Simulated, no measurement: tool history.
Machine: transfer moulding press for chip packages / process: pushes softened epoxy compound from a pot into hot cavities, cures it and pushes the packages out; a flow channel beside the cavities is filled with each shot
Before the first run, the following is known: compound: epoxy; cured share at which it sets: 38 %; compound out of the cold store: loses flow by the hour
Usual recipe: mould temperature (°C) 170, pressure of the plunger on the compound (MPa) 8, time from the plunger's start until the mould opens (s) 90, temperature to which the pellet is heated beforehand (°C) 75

run	hour	mould temperature (°C)	pressure of the plunger on the compound (MPa)	time from the plunger's start until the mould opens (s)	temperature to which the pellet is heated beforehand (°C)	incoming compound's hours out of the cold store	length that the compound runs in the flow channel (mm)	greatest force on the pins that push the packages out (N)
1	0	170	8	90	75	24.7	830	587
2	12	170	8	90	75	16.5	881	596
3	29.4	168	8	90	75	13.2	870	699
4	44.7	168	8	90	75	8.2	922	702
5	65.9	168	8	90	75	15.9	868	662
# hour 88.8: cavities cleaned with cleaning compound and waxed
6	92.5	172	8	90	75	41.4	765	501
7	112.5	170	8	90	75	40.2	765	548
8	128.7	170	8	90	75	26	827	598
# hour 144.7: plunger's sealing rings changed
9	146.4	170	7.31	90	75	43.9	709	558
10	163.1	170	8	87	75	42.2	766	604
# hour 180.8: cavities cleaned with cleaning compound and waxed
11	184.8	170	8	87	75	16.5	872	623
12	209.3	177	8	90	75	27.6	804	422
13	228	170	9.28	90	75	32.7	849	588
14	240.1	170	8	90	75	40.9	777	561
15	251.3	170	6.11	79	77	17.4	753	843
# hour 272.2: cavities cleaned with cleaning compound and waxed
16	273.2	170	8	100	75	21.7	850	480
17	292.2	170	8.94	100	75	18.2	910	493
18	307.6	171	8.43	100	83	21.2	869	466
19	320.2	166	8	93	75	22.1	856	739
20	337.1	170	8	77	75	46	747	802

Run 21, settings as shown, results not yet in. Your forecast:
21	356.3	170	8.6	90	74	8.4	?	?

For run 21 the tool returned length that the compound runs in the flow channel (mm) 954, greatest force on the pins that push the packages out (N) 626.
Minus the tool's unlogged condition, the same run would have read length that the compound runs in the flow channel (mm) 955, greatest force on the pins that push the packages out (N) 620.
